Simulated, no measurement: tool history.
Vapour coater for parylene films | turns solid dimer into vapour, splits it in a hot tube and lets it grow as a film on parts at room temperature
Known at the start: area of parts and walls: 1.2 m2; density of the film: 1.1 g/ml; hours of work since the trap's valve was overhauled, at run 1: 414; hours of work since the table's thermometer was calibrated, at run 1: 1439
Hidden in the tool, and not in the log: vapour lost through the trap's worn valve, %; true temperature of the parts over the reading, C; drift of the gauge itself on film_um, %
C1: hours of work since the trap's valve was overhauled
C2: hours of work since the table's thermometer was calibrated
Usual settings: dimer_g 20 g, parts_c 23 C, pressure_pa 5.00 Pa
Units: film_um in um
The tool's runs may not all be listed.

{"run": 1, "hour": 0.0, "dimer_g": 20, "parts_c": 23, "pressure_pa": 5.0, "C1": 414, "C2": 1439, "film_um": 8.21}
{"run": 2, "hour": 54.5, "dimer_g": 20, "parts_c": 23, "pressure_pa": 5.0, "C1": 444, "C2": 1469, "film_um": 8.24}
{"run": 3, "hour": 102.0, "dimer_g": 20, "parts_c": 23, "pressure_pa": 5.0, "C1": 470, "C2": 1494, "film_um": 8.24}
{"run": 4, "hour": 159.2, "dimer_g": 20, "parts_c": 23, "pressure_pa": 5.0, "C1": 501, "C2": 1525, "film_um": 8.19}
{"run": 5, "hour": 195.8, "dimer_g": 20, "parts_c": 23, "pressure_pa": 5.0, "C1": 521, "C2": 1545, "film_um": 8.23}
{"run": 6, "hour": 233.3, "dimer_g": 20, "parts_c": 23, "pressure_pa": 3.27, "C1": 541, "C2": 1566, "film_um": 8.71}
{"run": 7, "hour": 292.5, "dimer_g": 20, "parts_c": 23, "pressure_pa": 3.27, "C1": 573, "C2": 1598, "film_um": 8.72}
{"run": 8, "hour": 326.9, "dimer_g": 20, "parts_c": 23, "pressure_pa": 3.27, "C1": 592, "C2": 1616, "film_um": 8.77}
{"hour": 341.9, "done": "table's thermometer calibrated"}
{"run": 9, "hour": 379.0, "dimer_g": 20, "parts_c": 23, "pressure_pa": 3.27, "C1": 619, "C2": 20, "film_um": 8.68}
{"hour": 441.5, "done": "trap's valve overhauled"}
{"run": 10, "hour": 444.4, "dimer_g": 20, "parts_c": 23, "pressure_pa": 3.27, "C1": 2, "C2": 53, "film_um": 8.71}
{"run": 11, "hour": 501.7, "dimer_g": 20, "parts_c": 23, "pressure_pa": 5.0, "C1": 33, "C2": 84, "film_um": 8.39}
{"run": 12, "hour": 566.1, "dimer_g": 20, "parts_c": 23, "pressure_pa": 5.0, "C1": 68, "C2": 119, "film_um": 8.18}
{"run": 13, "hour": 622.6, "dimer_g": 11, "parts_c": 23, "pressure_pa": 5.0, "C1": 98, "C2": 150, "film_um": 4.5}
{"run": 14, "hour": 690.4, "dimer_g": 20, "parts_c": 23, "pressure_pa": 5.0, "C1": 135, "C2": 187, "film_um": 8.27}
{"run": 15, "hour": 744.9, "dimer_g": 20, "parts_c": 21, "pressure_pa": 5.0, "C1": 165, "C2": 216, "film_um": 8.47}
{"run": 16, "hour": 797.1, "dimer_g": 20, "parts_c": 23, "pressure_pa": 5.0, "C1": 193, "C2": 245, "film_um": 8.24}
{"run": 17, "hour": 865.0, "dimer_g": 20, "parts_c": 23, "pressure_pa": 5.0, "C1": 230, "C2": 282, "film_um": 8.26}
{"run": 18, "hour": 929.5, "dimer_g": 20, "parts_c": 23, "pressure_pa": 5.0, "C1": 265, "C2": 317, "film_um": 8.24}
{"run": 19, "hour": 959.3, "dimer_g": 20, "parts_c": 23, "pressure_pa": 5.0, "C1": 281, "C2": 333, "film_um": 8.27}
{"run": 20, "hour": 991.0, "dimer_g": 20, "parts_c": 23, "pressure_pa": 5.0, "C1": 298, "C2": 350, "film_um": 8.03}
{"run": 21, "hour": 1036.4, "dimer_g": 20, "parts_c": 23, "pressure_pa": 5.0, "C1": 323, "C2": 375, "film_um": 8.15}
{"run": 22, "hour": 1082.0, "dimer_g": 20, "parts_c": 23, "pressure_pa": 5.0, "C1": 347, "C2": 399, "film_um": 8.11}
{"run": 23, "hour": 1148.8, "dimer_g": 20, "parts_c": 23, "pressure_pa": 5.0, "C1": 384, "C2": 435, "film_um": 8.3}
{"run": 24, "hour": 1204.9, "dimer_g": 20, "parts_c": 23, "pressure_pa": 5.0, "C1": 414, "C2": 466, "film_um": 8.16}
{"run": 25, "hour": 1269.1, "dimer_g": 23, "parts_c": 27, "pressure_pa": 2.73, "C1": 449, "C2": 501, "film_um": 9.55}
{"run": 26, "hour": 1317.8, "dimer_g": 12, "parts_c": 24, "pressure_pa": 2.73, "C1": 475, "C2": 527, "film_um": 5.32}
{"run": 27, "hour": 1354.3, "dimer_g": 20, "parts_c": 33, "pressure_pa": 5.15, "C1": 495, "C2": 547, "film_um": 6.62}
{"run": 28, "hour": 1382.6, "dimer_g": 10, "parts_c": 21, "pressure_pa": 5.15, "C1": 510, "C2": 562, "film_um": 4.26}
{"run": 29, "hour": 1419.3, "dimer_g": 8, "parts_c": 18, "pressure_pa": 5.0, "C1": 530, "C2": 582, "film_um": 3.63}
{"run": 30, "hour": 1484.2, "dimer_g": 8, "parts_c": 35, "pressure_pa": 2.56, "C1": 566, "C2": 617, "film_um": 2.86}
{"run": 31, "hour": 1529.5, "dimer_g": 20, "parts_c": 23, "pressure_pa": 2.13, "C1": 590, "C2": 642, "film_um": 9.24}
{"run": 32, "hour": 1583.6, "dimer_g": 15, "parts_c": 21, "pressure_pa": 3.34, "C1": 619, "C2": 671, "film_um": 6.75}
{"run": 33, "hour": 1619.1, "dimer_g": 12, "parts_c": 23, "pressure_pa": 5.0, "C1": 639, "C2": 691, "film_um": 4.85}
{"hour": 1646.3, "done": "trap's valve overhauled"}
{"run": 34, "hour": 1677.7, "dimer_g": 9, "parts_c": 16, "pressure_pa": 3.28, "C1": 17, "C2": 720, "film_um": 4.54}
{"run": 35, "hour": 1723.0, "dimer_g": 28, "parts_c": 15, "pressure_pa": 5.0, "C1": 42, "C2": 745, "film_um": 13.45}
{"run": 36, "hour": 1767.7, "dimer_g": 11, "parts_c": 28, "pressure_pa": 10.78, "C1": 66, "C2": 769, "film_um": 3.62}
{"run": 37, "hour": 1811.7, "dimer_g": 11, "parts_c": 28, "pressure_pa": 10.78, "C1": 90, "C2": 793, "film_um": 3.63}
{"run": 38, "hour": 1846.6, "dimer_g": 19, "parts_c": 16, "pressure_pa": 4.34, "C1": 109, "C2": 812, "film_um": 9.15}
{"run": 39, "hour": 1907.7, "dimer_g": 19, "parts_c": 17, "pressure_pa": 4.34, "C1": 142, "C2": 845, "film_um": 8.93}
{"run": 40, "hour": 1943.3, "dimer_g": 32, "parts_c": 23, "pressure_pa": 4.3, "C1": 161, "C2": 864, "film_um": 13.23}
{"run": 41, "hour": 1972.1, "dimer_g": 26, "parts_c": 23, "pressure_pa": 3.02, "C1": 177, "C2": 880, "film_um": 11.38}
{"run": 42, "hour": 2025.2, "dimer_g": 23, "parts_c": 20, "pressure_pa": 2.42, "C1": 206, "C2": 909, "film_um": 10.91}
{"run": 43, "hour": 2090.5, "dimer_g": 19, "parts_c": 23, "pressure_pa": 8.91, "C1": 241, "C2": 944, "film_um": 7.2}
{"run": 44, "hour": 2146.8, "dimer_g": 19, "parts_c": 23, "pressure_pa": 8.91, "C1": 271, "C2": 975, "film_um": 7.18}
{"run": 45, "hour": 2204.0, "dimer_g": 12, "parts_c": 19, "pressure_pa": 2.42, "C1": 303, "C2": 1006, "film_um": 5.93}
{"run": 46, "hour": 2250.4, "dimer_g": 12, "parts_c": 19, "pressure_pa": 2.42, "C1": 328, "C2": 1031, "film_um": 5.93}
{"run": 47, "hour": 2309.8, "dimer_g": 20, "parts_c": 35, "pressure_pa": 4.13, "C1": 360, "C2": 1063, "film_um": 6.75}

4 ways to go on from here, each from the tool as it stands after run 47. What would each give?
{"run": "A", "hour": 2373.1, "dimer_g": 11, "parts_c": 23, "pressure_pa": 5.0, "C1": 394, "C2": 1097, "film_um": "?"}
{"run": "B", "hour": 2373.1, "dimer_g": 20, "parts_c": 20, "pressure_pa": 5.0, "C1": 394, "C2": 1097, "film_um": "?"}
{"run": "C", "hour": 2373.1, "dimer_g": 12, "parts_c": 23, "pressure_pa": 3.67, "C1": 394, "C2": 1097, "film_um": "?"}
{"run": "D", "hour": 2373.1, "dimer_g": 20, "parts_c": 35, "pressure_pa": 4.37, "C1": 394, "C2": 1097, "film_um": "?"}

run=A film_um=4.45
run=B film_um=8.66
run=C film_um=5.03
run=D film_um=6.60
Without the tool's hidden state the same runs would have given:
run=A film_um=4.46
run=B film_um=8.68
run=C film_um=5.04
run=D film_um=6.61
